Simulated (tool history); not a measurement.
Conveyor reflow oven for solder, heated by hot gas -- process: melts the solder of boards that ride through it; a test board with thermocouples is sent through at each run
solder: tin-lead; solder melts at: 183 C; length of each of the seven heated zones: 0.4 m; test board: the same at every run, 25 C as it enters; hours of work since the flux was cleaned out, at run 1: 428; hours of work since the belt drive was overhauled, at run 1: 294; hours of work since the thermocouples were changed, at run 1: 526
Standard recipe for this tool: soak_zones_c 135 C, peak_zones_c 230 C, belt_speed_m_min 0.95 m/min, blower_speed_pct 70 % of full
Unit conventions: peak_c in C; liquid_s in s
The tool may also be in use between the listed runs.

run	day	soak_zones_c	peak_zones_c	belt_speed_m_min	blower_speed_pct	hours of work since the flux was cleaned out	hours of work since the belt drive was overhauled	hours of work since the thermocouples were changed	peak_c	liquid_s
1	0	135	230	0.95	70	428	294	526	211	33.3
2	0.962	135	220	0.95	70	438	303	536	202.2	27
3	1.883	135	220	0.95	70	447	312	545	202.8	27.1
# day 3.242: flux residue cleaned out of gas plates and filters
4	3.242	136	230	0.95	70	0	323	556	214.1	36
5	4.717	135	230	0.95	70	14	338	570	213.7	35.3
6	5.354	135	230	0.95	70	21	344	576	214	35.7
7	6.575	135	230	0.95	70	33	356	588	214.9	35.2
8	7.683	135	230	0.95	70	43	367	599	213.2	34.6
9	8.646	135	230	0.95	70	53	376	609	213	34.4
10	9.404	135	230	0.95	70	60	384	616	213.4	34.8
11	10.175	135	230	0.95	70	68	391	624	213.4	35.4
12	11.117	135	230	0.95	70	77	401	633	213	34.9
# day 11.375: thermocouples of zones 6 and 7 changed
13	12.308	147	230	0.95	70	88	411	9	215.3	40
14	13.662	147	230	0.95	70	101	425	22	216.2	40.2
15	14.854	145	230	0.95	70	113	436	34	215.3	39.7

Estimate the outcome of run 16 from the log above:
16	16.221	144	234	1.055	51	126	450	47	?	?

Run 16 gave peak_c 208 C, liquid_s 28.9 s.
With no hidden state in the tool, this same run would have given peak_c 208.8 C, liquid_s 29.4 s.

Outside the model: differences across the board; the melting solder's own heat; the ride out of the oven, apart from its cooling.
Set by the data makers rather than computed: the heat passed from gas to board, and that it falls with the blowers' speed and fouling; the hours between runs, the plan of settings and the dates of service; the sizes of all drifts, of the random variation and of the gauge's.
